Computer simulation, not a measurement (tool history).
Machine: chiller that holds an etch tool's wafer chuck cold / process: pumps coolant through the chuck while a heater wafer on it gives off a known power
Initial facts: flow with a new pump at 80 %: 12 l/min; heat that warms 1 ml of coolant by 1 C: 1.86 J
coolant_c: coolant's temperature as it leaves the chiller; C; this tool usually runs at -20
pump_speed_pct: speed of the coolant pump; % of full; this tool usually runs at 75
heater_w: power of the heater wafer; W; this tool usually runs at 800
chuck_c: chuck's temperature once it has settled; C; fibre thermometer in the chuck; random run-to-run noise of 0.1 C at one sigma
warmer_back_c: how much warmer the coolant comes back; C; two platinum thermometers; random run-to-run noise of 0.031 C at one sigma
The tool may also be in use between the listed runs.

Run 1, hour 0.0: usual settings. Result: chuck_c -11.3 C, warmer_back_c 2.37 C.
Run 2, hour 96.4: usual settings. Result: chuck_c -11.3 C, warmer_back_c 2.34 C.
Run 3, hour 185.6: usual settings but heater_w 728 W. Result: chuck_c -12.0 C, warmer_back_c 2.09 C.
Run 4, hour 332.3: usual settings but heater_w 728 W. Result: chuck_c -11.9 C, warmer_back_c 2.12 C.
Run 5, hour 487.0: usual settings but heater_w 1124 W. Result: chuck_c -7.4 C, warmer_back_c 3.38 C.
Run 6, hour 607.9: usual settings. Result: chuck_c -11.1 C, warmer_back_c 2.38 C.
Run 7, hour 760.4: usual settings. Result: chuck_c -11.2 C, warmer_back_c 2.41 C.
Run 8, hour 885.4: usual settings. Result: chuck_c -11.0 C, warmer_back_c 2.44 C.
Run 9, hour 1051.0: usual settings. Result: chuck_c -11.1 C, warmer_back_c 2.37 C.
Run 10, hour 1182.7: usual settings. Result: chuck_c -11.0 C, warmer_back_c 2.44 C.
Run 11, hour 1334.3: usual settings. Result: chuck_c -10.8 C, warmer_back_c 2.40 C.
Run 12, hour 1447.9: usual settings but heater_w 544 W. Result: chuck_c -13.8 C, warmer_back_c 1.62 C.
Run 13, hour 1602.7: usual settings but pump_speed_pct 66 % of full, heater_w 911 W. Result: chuck_c -8.4 C, warmer_back_c 3.25 C.
Run 14, hour 1738.8: usual settings but coolant_c -16 C, pump_speed_pct 69 % of full, heater_w 876 W. Result: chuck_c -5.2 C, warmer_back_c 2.90 C.
Run 15, hour 1898.4: usual settings but coolant_c -23 C, pump_speed_pct 62 % of full, heater_w 575 W. Result: chuck_c -15.4 C, warmer_back_c 2.20 C.
Run 16, hour 2041.7: usual settings but coolant_c -25 C, pump_speed_pct 72 % of full. Result: chuck_c -15.5 C, warmer_back_c 2.58 C.
Run 17, hour 2146.0: usual settings but coolant_c -21 C, pump_speed_pct 90 % of full. Result: chuck_c -13.0 C, warmer_back_c 2.07 C.
Run 18, hour 2285.5: usual settings but coolant_c -21 C, pump_speed_pct 79 % of full, heater_w 922 W. Result: chuck_c -10.7 C, warmer_back_c 2.79 C.
Run 19, hour 2369.4: usual settings but pump_speed_pct 83 % of full, heater_w 922 W. Result: chuck_c -9.9 C, warmer_back_c 2.63 C.
Run 20, hour 2450.2: usual settings but pump_speed_pct 81 % of full, heater_w 922 W. Result: chuck_c -9.6 C, warmer_back_c 2.64 C.
Run 21, hour 2576.8: usual settings but pump_speed_pct 62 % of full, heater_w 801 W. Result: chuck_c -9.3 C, warmer_back_c 3.06 C.
Run 22, hour 2681.6: usual settings but pump_speed_pct 62 % of full, heater_w 801 W. Result: chuck_c -9.1 C, warmer_back_c 3.05 C.
Run 23, hour 2799.1: usual settings but pump_speed_pct 77 % of full, heater_w 1063 W. Result: chuck_c -7.6 C, warmer_back_c 3.30 C.
Run 24, hour 2929.6: usual settings but coolant_c -13 C, pump_speed_pct 87 % of full, heater_w 447 W. Result: chuck_c -8.6 C, warmer_back_c 1.18 C.

4 options for the next run, each taken on its own from the tool as it stands now. Forecast them:
Run A, hour 3039.0: usual settings but coolant_c -19 C, pump_speed_pct 83 % of full, heater_w 1084 W. Result: chuck_c ?, warmer_back_c ?.
Run B, hour 3039.0: usual settings but coolant_c -12 C, pump_speed_pct 67 % of full, heater_w 592 W. Result: chuck_c ?, warmer_back_c ?.
Run C, hour 3039.0: usual settings but coolant_c -17 C, pump_speed_pct 89 % of full, heater_w 830 W. Result: chuck_c ?, warmer_back_c ?.
Run D, hour 3039.0: usual settings but coolant_c -13 C, pump_speed_pct 82 % of full, heater_w 831 W. Result: chuck_c ?, warmer_back_c ?.

run  chuck_c  warmer_back_c
  A     -6.9           3.08
  B     -4.4           2.14
  C     -8.3           2.19
  D     -3.7           2.46
Take away the tool's hidden state, keep each run's random variation, and the runs would have read:
run  chuck_c  warmer_back_c
  A     -8.5           2.77
  B     -5.3           1.93
  C     -9.4           1.97
  D     -4.9           2.23
